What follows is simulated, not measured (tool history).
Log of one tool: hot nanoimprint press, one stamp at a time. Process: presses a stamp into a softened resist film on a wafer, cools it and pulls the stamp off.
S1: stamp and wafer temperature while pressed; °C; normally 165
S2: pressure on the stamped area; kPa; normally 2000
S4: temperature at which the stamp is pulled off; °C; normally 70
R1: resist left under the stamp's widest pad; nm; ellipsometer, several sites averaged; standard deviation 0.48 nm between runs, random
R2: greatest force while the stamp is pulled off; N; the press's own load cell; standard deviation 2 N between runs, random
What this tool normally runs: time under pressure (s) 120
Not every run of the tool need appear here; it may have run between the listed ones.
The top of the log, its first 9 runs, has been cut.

At hour 287.0: plate thermocouple calibrated, once more.
Run 10, hour 292.1: usual settings. Result: R1 131.8 nm, R2 174 N.
Run 11, hour 323.2: usual settings. Result: R1 132.0 nm, R2 179 N.
Run 12, hour 351.7: usual settings. Result: R1 133.4 nm, R2 179 N.
Run 13, hour 374.2: usual settings. Result: R1 133.0 nm, R2 179 N.
Run 14, hour 415.2: usual settings. Result: R1 133.7 nm, R2 183 N.
Run 15, hour 441.1: usual settings but S1 161 °C. Result: R1 153.2 nm, R2 184 N.
Run 16, hour 467.4: usual settings but S1 161 °C. Result: R1 153.3 nm, R2 189 N.
Run 17, hour 505.2: usual settings but S1 162 °C, S4 71 °C. Result: R1 148.3 nm, R2 182 N.
Run 18, hour 544.0: usual settings but S1 162 °C, S4 71 °C. Result: R1 149.0 nm, R2 185 N.
Run 19, hour 565.0: usual settings but S1 156 °C. Result: R1 176.9 nm, R2 185 N.
Run 20, hour 596.5: usual settings but S1 175 °C, S2 2970 kPa. Result: R1 81.5 nm, R2 190 N.
Run 21, hour 618.6: usual settings but S1 175 °C, S2 2970 kPa. Result: R1 81.5 nm, R2 193 N.
At hour 629.1: stamp cleaned and given a new release coat.
Run 22, hour 650.9: usual settings but S1 163 °C, S2 2260 kPa, time under pressure (s) 126. Result: R1 135.6 nm, R2 161 N.
Run 23, hour 683.5: usual settings but S1 163 °C, S2 2490 kPa, time under pressure (s) 65. Result: R1 164.0 nm, R2 166 N.
Run 24, hour 720.3: usual settings but S1 176 °C, S2 2600 kPa, time under pressure (s) 73, S4 74 °C. Result: R1 104.0 nm, R2 157 N.
Run 25, hour 746.5: usual settings but S1 170 °C, S2 1800 kPa, time under pressure (s) 229, S4 59 °C. Result: R1 92.9 nm, R2 173 N.
Run 26, hour 768.3: usual settings but S1 170 °C, S2 1800 kPa, time under pressure (s) 229, S4 59 °C. Result: R1 92.9 nm, R2 177 N.
Run 27, hour 793.2: usual settings but S1 170 °C, S2 1800 kPa, time under pressure (s) 229, S4 59 °C. Result: R1 93.4 nm, R2 178 N.
Run 28, hour 818.2: usual settings but S4 55 °C. Result: R1 137.4 nm, R2 188 N.
Run 29, hour 848.7: usual settings but S1 158 °C, S2 2170 kPa, S4 69 °C. Result: R1 166.5 nm, R2 168 N.
Run 30, hour 874.3: usual settings but S1 167 °C, S2 2980 kPa. Result: R1 111.5 nm, R2 168 N.

Here are 3 independent what-if runs from the current tool condition. What would each one return?
Run A, hour 910.0: usual settings but S1 174 °C, time under pressure (s) 110, S4 58 °C. Result: R1 ?, R2 ?.
Run B, hour 910.0: usual settings but S1 155 °C, S2 2080 kPa. Result: R1 ?, R2 ?.
Run C, hour 910.0: usual settings but S1 164 °C, time under pressure (s) 106, S4 62 °C. Result: R1 ?, R2 ?.

run     R1   R2
  A  106.6  184
  B  182.8  165
  C  148.8  184
Without the tool's unlogged condition, the same runs would have read:
run     R1   R2
  A  100.7  171
  B  175.3  153
  C  141.4  170
